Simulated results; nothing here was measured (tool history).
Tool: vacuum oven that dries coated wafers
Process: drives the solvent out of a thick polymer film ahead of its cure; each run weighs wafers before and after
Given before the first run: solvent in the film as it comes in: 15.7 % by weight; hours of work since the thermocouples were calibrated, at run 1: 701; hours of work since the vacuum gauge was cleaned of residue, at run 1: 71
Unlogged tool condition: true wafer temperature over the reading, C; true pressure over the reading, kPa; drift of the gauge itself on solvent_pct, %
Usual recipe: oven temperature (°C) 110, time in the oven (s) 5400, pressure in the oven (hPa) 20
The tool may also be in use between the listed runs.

run,hour,oven temperature (°C),time in the oven (s),pressure in the oven (hPa),hours of work since the thermocouples were calibrated,hours of work since the vacuum gauge was cleaned of residue,solvent left in the film (%)
1,0,110,5400,20,701,71,1.429
2,30.2,110,5400,20,714,84,1.425
3,80.3,110,5400,20,736,106,1.423
4,123.9,110,5400,20,755,125,1.434
5,151.2,110,5400,48.9,767,137,2.106
6,192,110,5400,13.3,785,155,1.266
7,224.1,110,5400,13.3,799,169,1.271
8,280.3,110,7800,20,823,194,0.791
9,324.7,110,7800,20,843,213,0.8
10,359.1,110,7800,20,858,228,0.789
11,398.6,110,7800,20,875,246,0.799
12,438.1,110,7800,20,892,263,0.79
13,497,110,9240,20,918,289,0.647
14,556.5,110,9240,20,944,315,0.659
15,605,110,9240,20,965,336,0.653
16,632.4,110,3600,20,977,348,2.688

Run 17 comes next. What will it give?
17,675.9,110,3600,20,996,367,?

Run 17 measured solvent left in the film (%) 2.703.
Were there no unlogged condition in the tool, this run, its random variation unchanged, would have produced solvent left in the film (%) 2.706.
